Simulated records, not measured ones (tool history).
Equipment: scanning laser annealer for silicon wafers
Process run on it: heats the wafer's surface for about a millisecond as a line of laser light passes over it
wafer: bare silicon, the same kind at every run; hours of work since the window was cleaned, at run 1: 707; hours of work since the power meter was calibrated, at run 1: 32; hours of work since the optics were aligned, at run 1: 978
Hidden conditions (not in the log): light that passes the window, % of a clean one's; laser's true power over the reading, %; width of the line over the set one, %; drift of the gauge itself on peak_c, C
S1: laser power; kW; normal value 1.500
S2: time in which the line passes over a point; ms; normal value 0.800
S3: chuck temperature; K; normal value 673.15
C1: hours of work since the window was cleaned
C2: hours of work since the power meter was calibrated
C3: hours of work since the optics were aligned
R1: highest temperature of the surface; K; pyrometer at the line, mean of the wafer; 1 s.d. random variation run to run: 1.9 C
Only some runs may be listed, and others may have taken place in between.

| run | hour | S1 | S2 | S3 | C1 | C2 | C3 | R1 |
|---|---|---|---|---|---|---|---|---|
| 1 | 0.0 | 1.500 | 0.800 | 673.15 | 707 | 32 | 978 | 1358.15 |
| 2 | 25.6 | 1.500 | 0.800 | 673.15 | 719 | 44 | 990 | 1358.15 |
| 3 | 49.9 | 1.635 | 0.800 | 673.15 | 731 | 56 | 1001 | 1429.15 |
| 4 | 94.8 | 1.635 | 0.800 | 673.15 | 752 | 77 | 1022 | 1429.15 |
| 5 | 131.0 | 1.500 | 0.767 | 673.15 | 769 | 94 | 1039 | 1343.15 |
| 6 | 163.2 | 1.500 | 0.800 | 673.15 | 784 | 109 | 1055 | 1354.15 |
| 7 | 194.1 | 1.500 | 0.707 | 673.15 | 798 | 124 | 1069 | 1313.15 |
| 8 | 242.4 | 1.336 | 0.800 | 673.15 | 821 | 147 | 1092 | 1268.15 |
| 9 | 280.3 | 1.336 | 0.800 | 673.15 | 839 | 164 | 1110 | 1268.15 |
| 10 | 309.7 | 1.500 | 0.638 | 673.15 | 853 | 178 | 1123 | 1275.15 |
| 11 | 343.2 | 1.374 | 0.759 | 657.15 | 869 | 194 | 1139 | 1252.15 |
| 12 | 369.3 | 1.634 | 0.839 | 644.15 | 881 | 206 | 1152 | 1415.15 |
| 13 | 406.8 | 1.634 | 0.839 | 644.15 | 898 | 224 | 1169 | 1411.15 |
| 14 | 447.0 | 1.460 | 0.725 | 650.15 | 917 | 243 | 1188 | 1273.15 |
| 15 | 473.9 | 1.460 | 0.725 | 650.15 | 930 | 255 | 1201 | 1271.15 |
| 16 | 496.9 | 1.302 | 0.800 | 673.15 | 941 | 266 | 1212 | 1246.15 |
|  | 511.6 | window over the wafer cleaned |
| 17 | 538.6 | 1.612 | 0.661 | 650.15 | 13 | 285 | 1230 | 1337.15 |
| 18 | 574.4 | 1.500 | 0.690 | 652.15 | 30 | 302 | 1247 | 1295.15 |
| 19 | 596.2 | 1.570 | 0.765 | 693.15 | 40 | 312 | 1257 | 1410.15 |

Alternative continuations, all from the tool just after run 19; predict every row:
|  | 604.5 | optics aligned, line set to its width |
| A | 640.7 | 1.500 | 0.800 | 690.15 | 58 | 331 | 17 | ? |
|  | 604.5 | optics aligned, line set to its width |
| B | 640.7 | 1.338 | 0.797 | 659.15 | 58 | 331 | 17 | ? |
|  | 604.5 | optics aligned, line set to its width |
| C | 640.7 | 1.608 | 0.800 | 636.15 | 58 | 331 | 17 | ? |

| run | R1 |
|---|---|
| A | 1398.15 |
| B | 1275.15 |
| C | 1403.15 |
The same runs, with their run-to-run variation unchanged, on a tool lacking any hidden condition would have given:
| run | R1 |
|---|---|
| A | 1406.15 |
| B | 1282.15 |
| C | 1412.15 |
